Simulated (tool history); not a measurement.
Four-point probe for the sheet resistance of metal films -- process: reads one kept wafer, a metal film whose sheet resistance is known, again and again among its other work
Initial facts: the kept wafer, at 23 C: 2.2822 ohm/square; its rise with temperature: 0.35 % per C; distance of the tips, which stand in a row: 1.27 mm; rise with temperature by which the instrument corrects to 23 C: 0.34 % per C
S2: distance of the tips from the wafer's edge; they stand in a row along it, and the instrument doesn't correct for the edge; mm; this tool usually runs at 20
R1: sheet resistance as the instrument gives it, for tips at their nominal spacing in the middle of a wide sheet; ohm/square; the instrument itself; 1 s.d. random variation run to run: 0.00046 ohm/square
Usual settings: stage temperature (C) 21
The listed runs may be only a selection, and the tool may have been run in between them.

run 1 hour=0.0 | stage_temperature_(C)=21 S2=20 | R1=2.281263
run 2 hour=59.0 | stage_temperature_(C)=21 S2=20 | R1=2.280395
run 3 hour=142.8 | stage_temperature_(C)=21 S2=20 | R1=2.281419
run 4 hour=212.8 | stage_temperature_(C)=21 S2=20 | R1=2.279686
run 5 hour=322.0 | stage_temperature_(C)=21 S2=20 | R1=2.280092
run 6 hour=382.6 | stage_temperature_(C)=21 S2=20 | R1=2.279857
-- hour=390.7 stage's thermometer calibrated
run 7 hour=465.7 | stage_temperature_(C)=21 S2=20 | R1=2.280151
run 8 hour=523.2 | stage_temperature_(C)=21 S2=20 | R1=2.279068
run 9 hour=570.6 | stage_temperature_(C)=28 S2=7 | R1=2.316221
run 10 hour=654.0 | stage_temperature_(C)=22 S2=5 | R1=2.349999

4 options for the next run, each taken on its own from the tool as it stands now. Forecast them:
run A hour=757.9 | stage_temperature_(C)=22 S2=20 | R1=?
run B hour=757.9 | stage_temperature_(C)=33 S2=41 | R1=?
run C hour=757.9 | stage_temperature_(C)=23 S2=6 | R1=?
run D hour=757.9 | stage_temperature_(C)=20 S2=12 | R1=?

run=A R1=2.277762
run=B R1=2.278319
run=C R1=2.327191
run=D R1=2.286547
What these runs would have given with no unlogged condition in the tool:
run=A R1=2.286411
run=B R1=2.287023
run=C R1=2.336015
run=D R1=2.295216

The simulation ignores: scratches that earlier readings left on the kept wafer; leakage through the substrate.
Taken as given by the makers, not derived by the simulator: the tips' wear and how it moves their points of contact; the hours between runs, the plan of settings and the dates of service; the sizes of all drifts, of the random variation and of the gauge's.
